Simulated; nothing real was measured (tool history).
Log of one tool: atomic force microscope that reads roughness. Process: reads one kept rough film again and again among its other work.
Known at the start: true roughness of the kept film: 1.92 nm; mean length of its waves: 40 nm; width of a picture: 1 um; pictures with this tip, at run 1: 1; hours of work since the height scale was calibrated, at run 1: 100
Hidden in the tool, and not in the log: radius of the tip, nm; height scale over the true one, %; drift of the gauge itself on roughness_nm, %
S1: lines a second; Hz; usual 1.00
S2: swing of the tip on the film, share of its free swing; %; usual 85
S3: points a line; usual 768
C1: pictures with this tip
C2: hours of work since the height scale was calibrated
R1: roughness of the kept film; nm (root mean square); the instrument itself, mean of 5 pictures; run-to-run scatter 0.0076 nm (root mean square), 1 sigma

{"run": 1, "hour": 0.0, "S1": 1.0, "S2": 85, "S3": 768, "C1": 1, "C2": 100, "R1": 1.616}
{"run": 2, "hour": 48.8, "S1": 1.0, "S2": 85, "S3": 768, "C1": 81, "C2": 131, "R1": 1.499}
{"hour": 63.2, "done": "new tip fitted"}
{"run": 3, "hour": 97.0, "S1": 1.0, "S2": 85, "S3": 768, "C1": 56, "C2": 161, "R1": 1.534}
{"hour": 126.8, "done": "new tip fitted"}
{"run": 4, "hour": 132.6, "S1": 1.0, "S2": 73, "S3": 768, "C1": 9, "C2": 184, "R1": 1.698}
{"run": 5, "hour": 157.3, "S1": 1.0, "S2": 73, "S3": 768, "C1": 49, "C2": 199, "R1": 1.652}
{"hour": 190.7, "done": "new tip fitted"}
{"run": 6, "hour": 203.7, "S1": 1.0, "S2": 73, "S3": 768, "C1": 22, "C2": 228, "R1": 1.675}
{"run": 7, "hour": 244.8, "S1": 1.0, "S2": 85, "S3": 768, "C1": 89, "C2": 254, "R1": 1.489}
{"hour": 253.0, "done": "new tip fitted"}
{"run": 8, "hour": 266.2, "S1": 1.0, "S2": 85, "S3": 768, "C1": 21, "C2": 267, "R1": 1.574}
{"run": 9, "hour": 295.1, "S1": 1.0, "S2": 85, "S3": 768, "C1": 69, "C2": 286, "R1": 1.529}
{"hour": 319.6, "done": "new tip fitted"}
{"run": 10, "hour": 325.3, "S1": 1.0, "S2": 85, "S3": 768, "C1": 9, "C2": 305, "R1": 1.588}
{"run": 11, "hour": 369.7, "S1": 1.0, "S2": 85, "S3": 768, "C1": 82, "C2": 333, "R1": 1.494}
{"hour": 383.2, "done": "new tip fitted"}
{"run": 12, "hour": 402.7, "S1": 1.0, "S2": 85, "S3": 768, "C1": 32, "C2": 353, "R1": 1.545}
{"run": 13, "hour": 426.4, "S1": 1.0, "S2": 75, "S3": 768, "C1": 71, "C2": 368, "R1": 1.587}
{"hour": 446.6, "done": "new tip fitted"}
{"run": 14, "hour": 463.2, "S1": 1.0, "S2": 85, "S3": 768, "C1": 27, "C2": 391, "R1": 1.567}
{"run": 15, "hour": 491.7, "S1": 1.0, "S2": 85, "S3": 768, "C1": 74, "C2": 409, "R1": 1.502}
{"hour": 509.3, "done": "new tip fitted"}
{"run": 16, "hour": 527.8, "S1": 1.0, "S2": 85, "S3": 768, "C1": 30, "C2": 432, "R1": 1.568}
{"run": 17, "hour": 551.5, "S1": 1.0, "S2": 85, "S3": 768, "C1": 69, "C2": 447, "R1": 1.509}
{"hour": 573.4, "done": "new tip fitted"}
{"run": 18, "hour": 595.3, "S1": 1.19, "S2": 83, "S3": 700, "C1": 36, "C2": 474, "R1": 1.548}
{"hour": 637.7, "done": "new tip fitted"}
{"run": 19, "hour": 637.7, "S1": 1.19, "S2": 83, "S3": 700, "C1": 0, "C2": 501, "R1": 1.577}
{"run": 20, "hour": 680.8, "S1": 1.19, "S2": 83, "S3": 700, "C1": 70, "C2": 528, "R1": 1.486}
{"hour": 701.9, "done": "new tip fitted"}
{"run": 21, "hour": 710.9, "S1": 1.19, "S2": 72, "S3": 450, "C1": 15, "C2": 547, "R1": 1.672}
{"run": 22, "hour": 751.5, "S1": 1.19, "S2": 72, "S3": 450, "C1": 81, "C2": 572, "R1": 1.563}
{"hour": 756.9, "done": "height scale calibrated on a step standard"}
{"hour": 765.9, "done": "new tip fitted"}
{"run": 23, "hour": 779.8, "S1": 1.0, "S2": 84, "S3": 751, "C1": 23, "C2": 14, "R1": 1.596}
{"run": 24, "hour": 815.2, "S1": 1.0, "S2": 64, "S3": 426, "C1": 81, "C2": 37, "R1": 1.622}
{"hour": 829.3, "done": "new tip fitted"}
{"run": 25, "hour": 863.9, "S1": 1.0, "S2": 64, "S3": 426, "C1": 57, "C2": 67, "R1": 1.656}
{"hour": 892.0, "done": "new tip fitted"}
{"run": 26, "hour": 898.5, "S1": 1.0, "S2": 75, "S3": 994, "C1": 11, "C2": 89, "R1": 1.666}
{"run": 27, "hour": 939.2, "S1": 1.0, "S2": 75, "S3": 994, "C1": 78, "C2": 114, "R1": 1.593}
{"hour": 946.0, "done": "height scale calibrated on a step standard, once more"}
{"hour": 956.5, "done": "new tip fitted"}
{"run": 28, "hour": 971.2, "S1": 1.07, "S2": 67, "S3": 501, "C1": 24, "C2": 16, "R1": 1.691}
{"run": 29, "hour": 1012.2, "S1": 1.0, "S2": 57, "S3": 768, "C1": 92, "C2": 42, "R1": 1.626}
{"hour": 1020.1, "done": "new tip fitted"}
{"run": 30, "hour": 1061.7, "S1": 1.0, "S2": 73, "S3": 671, "C1": 68, "C2": 73, "R1": 1.6}
{"hour": 1083.6, "done": "new tip fitted"}
{"run": 31, "hour": 1092.5, "S1": 1.0, "S2": 73, "S3": 371, "C1": 15, "C2": 92, "R1": 1.669}
{"run": 32, "hour": 1124.1, "S1": 0.77, "S2": 79, "S3": 586, "C1": 66, "C2": 112, "R1": 1.582}
{"hour": 1147.8, "done": "new tip fitted"}
{"run": 33, "hour": 1152.9, "S1": 0.77, "S2": 79, "S3": 586, "C1": 9, "C2": 130, "R1": 1.669}

Measured minus without-hidden-state, run by run (identical run-to-run variation in each term; gauge scatter may differ):
run=1 R1=-0.006
run=2 R1=-0.123
run=3 R1=-0.083
run=4 R1=-0.012
run=5 R1=-0.067
run=6 R1=-0.040
run=7 R1=-0.126
run=8 R1=-0.038
run=9 R1=-0.100
run=10 R1=-0.023
run=11 R1=-0.121
run=12 R1=-0.052
run=13 R1=-0.115
run=14 R1=-0.047
run=15 R1=-0.109
run=16 R1=-0.053
run=17 R1=-0.104
run=18 R1=-0.058
run=19 R1=-0.018
run=20 R1=-0.116
run=21 R1=-0.032
run=22 R1=-0.126
run=23 R1=-0.042
run=24 R1=-0.128
run=25 R1=-0.106
run=26 R1=-0.030
run=27 R1=-0.122
run=28 R1=-0.042
run=29 R1=-0.146
run=30 R1=-0.112
run=31 R1=-0.032
run=32 R1=-0.110
run=33 R1=-0.037
